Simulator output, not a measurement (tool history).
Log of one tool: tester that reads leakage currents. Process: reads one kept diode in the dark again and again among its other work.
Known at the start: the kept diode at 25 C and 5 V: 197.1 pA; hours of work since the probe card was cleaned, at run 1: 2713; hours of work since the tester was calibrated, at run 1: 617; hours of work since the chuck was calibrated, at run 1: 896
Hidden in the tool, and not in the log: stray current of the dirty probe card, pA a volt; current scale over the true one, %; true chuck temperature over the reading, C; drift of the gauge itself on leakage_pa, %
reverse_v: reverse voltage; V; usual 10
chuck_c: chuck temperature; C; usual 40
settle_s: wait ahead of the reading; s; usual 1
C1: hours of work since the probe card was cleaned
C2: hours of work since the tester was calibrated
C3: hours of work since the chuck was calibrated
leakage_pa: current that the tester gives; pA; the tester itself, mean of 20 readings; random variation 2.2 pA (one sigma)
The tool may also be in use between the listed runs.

{"run": 1, "hour": 0.0, "reverse_v": 10, "chuck_c": 40, "settle_s": 1, "C1": 2713, "C2": 617, "C3": 896, "leakage_pa": 724.81}
{"run": 2, "hour": 53.0, "reverse_v": 10, "chuck_c": 40, "settle_s": 7.35, "C1": 2741, "C2": 646, "C3": 924, "leakage_pa": 722.48}
{"run": 3, "hour": 99.4, "reverse_v": 10, "chuck_c": 40, "settle_s": 7.35, "C1": 2766, "C2": 671, "C3": 949, "leakage_pa": 720.77}
{"run": 4, "hour": 126.9, "reverse_v": 10, "chuck_c": 40, "settle_s": 1, "C1": 2781, "C2": 685, "C3": 964, "leakage_pa": 720.99}
{"run": 5, "hour": 163.6, "reverse_v": 10, "chuck_c": 40, "settle_s": 1, "C1": 2801, "C2": 705, "C3": 984, "leakage_pa": 724.14}
{"run": 6, "hour": 203.8, "reverse_v": 10, "chuck_c": 40, "settle_s": 1, "C1": 2823, "C2": 727, "C3": 1006, "leakage_pa": 720.16}
{"run": 7, "hour": 236.6, "reverse_v": 10, "chuck_c": 40, "settle_s": 1, "C1": 2840, "C2": 745, "C3": 1023, "leakage_pa": 720.15}
{"run": 8, "hour": 291.7, "reverse_v": 10, "chuck_c": 40, "settle_s": 0.64, "C1": 2870, "C2": 774, "C3": 1053, "leakage_pa": 715.21}
{"run": 9, "hour": 339.7, "reverse_v": 10, "chuck_c": 40, "settle_s": 1, "C1": 2896, "C2": 800, "C3": 1079, "leakage_pa": 717.06}
{"run": 10, "hour": 369.6, "reverse_v": 10, "chuck_c": 37, "settle_s": 1, "C1": 2912, "C2": 816, "C3": 1095, "leakage_pa": 591.98}
{"hour": 377.1, "done": "probe card cleaned and baked"}
{"run": 11, "hour": 412.8, "reverse_v": 10, "chuck_c": 37, "settle_s": 1, "C1": 19, "C2": 838, "C3": 1117, "leakage_pa": 589.88}
{"run": 12, "hour": 455.6, "reverse_v": 10, "chuck_c": 37, "settle_s": 1, "C1": 42, "C2": 861, "C3": 1140, "leakage_pa": 592.76}
{"run": 13, "hour": 493.5, "reverse_v": 10, "chuck_c": 37, "settle_s": 1, "C1": 63, "C2": 881, "C3": 1160, "leakage_pa": 589.01}
{"run": 14, "hour": 548.7, "reverse_v": 10, "chuck_c": 37, "settle_s": 1, "C1": 93, "C2": 911, "C3": 1190, "leakage_pa": 590.71}
{"run": 15, "hour": 597.3, "reverse_v": 10, "chuck_c": 54, "settle_s": 1, "C1": 119, "C2": 937, "C3": 1216, "leakage_pa": 1701.42}
{"run": 16, "hour": 641.0, "reverse_v": 2, "chuck_c": 40, "settle_s": 1, "C1": 142, "C2": 961, "C3": 1240, "leakage_pa": 345.97}
{"hour": 672.8, "done": "probe card cleaned and baked, once more"}
{"run": 17, "hour": 703.6, "reverse_v": 1.5, "chuck_c": 34, "settle_s": 1.7, "C1": 17, "C2": 993, "C3": 1272, "leakage_pa": 202.07}
{"run": 18, "hour": 753.0, "reverse_v": 4.8, "chuck_c": 29, "settle_s": 0.88, "C1": 43, "C2": 1020, "C3": 1299, "leakage_pa": 239.01}
{"run": 19, "hour": 795.4, "reverse_v": 1.1, "chuck_c": 34, "settle_s": 4.79, "C1": 66, "C2": 1043, "C3": 1321, "leakage_pa": 175.48}
{"run": 20, "hour": 823.0, "reverse_v": 1.1, "chuck_c": 59, "settle_s": 0.67, "C1": 81, "C2": 1058, "C3": 1336, "leakage_pa": 858.76}
{"run": 21, "hour": 876.0, "reverse_v": 1.1, "chuck_c": 59, "settle_s": 0.67, "C1": 110, "C2": 1086, "C3": 1365, "leakage_pa": 854.09}
{"run": 22, "hour": 936.4, "reverse_v": 8.1, "chuck_c": 21, "settle_s": 0.67, "C1": 142, "C2": 1119, "C3": 1397, "leakage_pa": 167.95}
{"run": 23, "hour": 964.1, "reverse_v": 14.6, "chuck_c": 21, "settle_s": 4.23, "C1": 157, "C2": 1134, "C3": 1412, "leakage_pa": 214.51}
{"run": 24, "hour": 998.3, "reverse_v": 10, "chuck_c": 21, "settle_s": 1, "C1": 176, "C2": 1152, "C3": 1431, "leakage_pa": 183.11}
{"run": 25, "hour": 1061.4, "reverse_v": 1.1, "chuck_c": 44, "settle_s": 1, "C1": 210, "C2": 1186, "C3": 1465, "leakage_pa": 339.46}
{"run": 26, "hour": 1118.2, "reverse_v": 5.8, "chuck_c": 33, "settle_s": 1, "C1": 240, "C2": 1217, "C3": 1496, "leakage_pa": 336.82}
{"run": 27, "hour": 1149.7, "reverse_v": 10, "chuck_c": 40, "settle_s": 0.51, "C1": 257, "C2": 1234, "C3": 1513, "leakage_pa": 689.63}
{"run": 28, "hour": 1206.5, "reverse_v": 10, "chuck_c": 40, "settle_s": 0.51, "C1": 288, "C2": 1264, "C3": 1543, "leakage_pa": 684.09}
{"run": 29, "hour": 1253.2, "reverse_v": 10, "chuck_c": 40, "settle_s": 0.51, "C1": 313, "C2": 1290, "C3": 1568, "leakage_pa": 690.65}

Hidden state at the last listed run before each entry between runs and at the first one after, where it differs:
Between runs 10 and 11: probe card cleaned and baked (hour 377.1)
  stray current of the dirty probe card, pA a volt: 1.416 -> 1.643; current scale over the true one, %: -0.24 -> -0.25; true chuck temperature over the reading, C: -0.95 -> -0.97
  measured less the result without the state, leakage_pa: -25.55 -> -23.89 pA
Between runs 16 and 17: probe card cleaned and baked, once more (hour 672.8)
  stray current of the dirty probe card, pA a volt: 1.703 -> 0.03; current scale over the true one, %: -0.26 -> -0.27; true chuck temperature over the reading, C: -1.09 -> -1.11
  measured less the result without the state, leakage_pa: -22.91 -> -16.53 pA
